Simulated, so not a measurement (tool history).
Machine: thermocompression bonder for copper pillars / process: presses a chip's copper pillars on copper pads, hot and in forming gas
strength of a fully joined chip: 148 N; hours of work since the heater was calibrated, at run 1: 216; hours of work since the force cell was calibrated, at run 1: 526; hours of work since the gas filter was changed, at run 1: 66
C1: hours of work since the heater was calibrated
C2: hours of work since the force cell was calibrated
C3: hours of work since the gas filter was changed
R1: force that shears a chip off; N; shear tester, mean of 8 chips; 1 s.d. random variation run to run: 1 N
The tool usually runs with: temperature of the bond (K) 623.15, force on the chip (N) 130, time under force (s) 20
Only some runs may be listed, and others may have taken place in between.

{"run": 1, "day": 0.0, "temperature of the bond (K)": 623.15, "force on the chip (N)": 130, "time under force (s)": 20, "C1": 216, "C2": 526, "C3": 66, "R1": 91.9}
{"run": 2, "day": 0.283, "temperature of the bond (K)": 623.15, "force on the chip (N)": 130, "time under force (s)": 20, "C1": 222, "C2": 531, "C3": 72, "R1": 94.4}
{"run": 3, "day": 0.671, "temperature of the bond (K)": 623.15, "force on the chip (N)": 138, "time under force (s)": 20, "C1": 229, "C2": 538, "C3": 79, "R1": 95.8}
{"run": 4, "day": 0.938, "temperature of the bond (K)": 623.15, "force on the chip (N)": 158, "time under force (s)": 20, "C1": 234, "C2": 543, "C3": 84, "R1": 102.1}
{"run": 5, "day": 1.358, "temperature of the bond (K)": 623.15, "force on the chip (N)": 158, "time under force (s)": 20, "C1": 242, "C2": 551, "C3": 92, "R1": 103.7}
{"run": 6, "day": 1.592, "temperature of the bond (K)": 623.15, "force on the chip (N)": 158, "time under force (s)": 20, "C1": 246, "C2": 556, "C3": 96, "R1": 103}
{"run": 7, "day": 1.854, "temperature of the bond (K)": 623.15, "force on the chip (N)": 158, "time under force (s)": 20, "C1": 251, "C2": 561, "C3": 101, "R1": 103.2}
{"run": 8, "day": 2.342, "temperature of the bond (K)": 623.15, "force on the chip (N)": 158, "time under force (s)": 20, "C1": 261, "C2": 570, "C3": 111, "R1": 100.8}
{"run": 9, "day": 2.667, "temperature of the bond (K)": 623.15, "force on the chip (N)": 158, "time under force (s)": 20, "C1": 267, "C2": 576, "C3": 117, "R1": 100.9}
{"run": 10, "day": 3.15, "temperature of the bond (K)": 623.15, "force on the chip (N)": 149, "time under force (s)": 20, "C1": 276, "C2": 585, "C3": 126, "R1": 96.8}
{"run": 11, "day": 3.433, "temperature of the bond (K)": 623.15, "force on the chip (N)": 149, "time under force (s)": 20, "C1": 281, "C2": 590, "C3": 131, "R1": 98.2}
{"run": 12, "day": 3.908, "temperature of the bond (K)": 606.15, "force on the chip (N)": 128, "time under force (s)": 31, "C1": 290, "C2": 599, "C3": 140, "R1": 91.2}
{"run": 13, "day": 4.267, "temperature of the bond (K)": 606.15, "force on the chip (N)": 128, "time under force (s)": 31, "C1": 297, "C2": 606, "C3": 147, "R1": 91.2}
{"run": 14, "day": 4.546, "temperature of the bond (K)": 606.15, "force on the chip (N)": 128, "time under force (s)": 31, "C1": 302, "C2": 611, "C3": 152, "R1": 90.3}
{"run": 15, "day": 4.971, "temperature of the bond (K)": 623.15, "force on the chip (N)": 98, "time under force (s)": 20, "C1": 310, "C2": 619, "C3": 160, "R1": 74.9}
{"run": 16, "day": 5.375, "temperature of the bond (K)": 651.15, "force on the chip (N)": 130, "time under force (s)": 40, "C1": 318, "C2": 627, "C3": 168, "R1": 121.6}
{"run": 17, "day": 5.638, "temperature of the bond (K)": 651.15, "force on the chip (N)": 130, "time under force (s)": 40, "C1": 323, "C2": 632, "C3": 173, "R1": 121.7}
{"run": 18, "day": 5.971, "temperature of the bond (K)": 598.15, "force on the chip (N)": 181, "time under force (s)": 20, "C1": 329, "C2": 638, "C3": 179, "R1": 94.7}
{"run": 19, "day": 6.188, "temperature of the bond (K)": 648.15, "force on the chip (N)": 119, "time under force (s)": 32, "C1": 333, "C2": 642, "C3": 183, "R1": 110.7}
{"run": 20, "day": 6.408, "temperature of the bond (K)": 648.15, "force on the chip (N)": 119, "time under force (s)": 32, "C1": 337, "C2": 647, "C3": 187, "R1": 110.3}
{"run": 21, "day": 6.688, "temperature of the bond (K)": 648.15, "force on the chip (N)": 119, "time under force (s)": 32, "C1": 343, "C2": 652, "C3": 193, "R1": 109.2}

Each row is a separate what-if for the run after 21, all from the same tool condition, not one after another. Results?
{"run": "A", "day": 7.008, "temperature of the bond (K)": 648.15, "force on the chip (N)": 101, "time under force (s)": 43, "C1": 349, "C2": 658, "C3": 199, "R1": "?"}
{"run": "B", "day": 7.008, "temperature of the bond (K)": 624.15, "force on the chip (N)": 106, "time under force (s)": 32, "C1": 349, "C2": 658, "C3": 199, "R1": "?"}
{"run": "C", "day": 7.008, "temperature of the bond (K)": 623.15, "force on the chip (N)": 81, "time under force (s)": 50, "C1": 349, "C2": 658, "C3": 199, "R1": "?"}

run=A R1=109.8
run=B R1=91
run=C R1=87.7
With no hidden state in the tool, these same runs would have given:
run=A R1=110.2
run=B R1=90.3
run=C R1=86.8
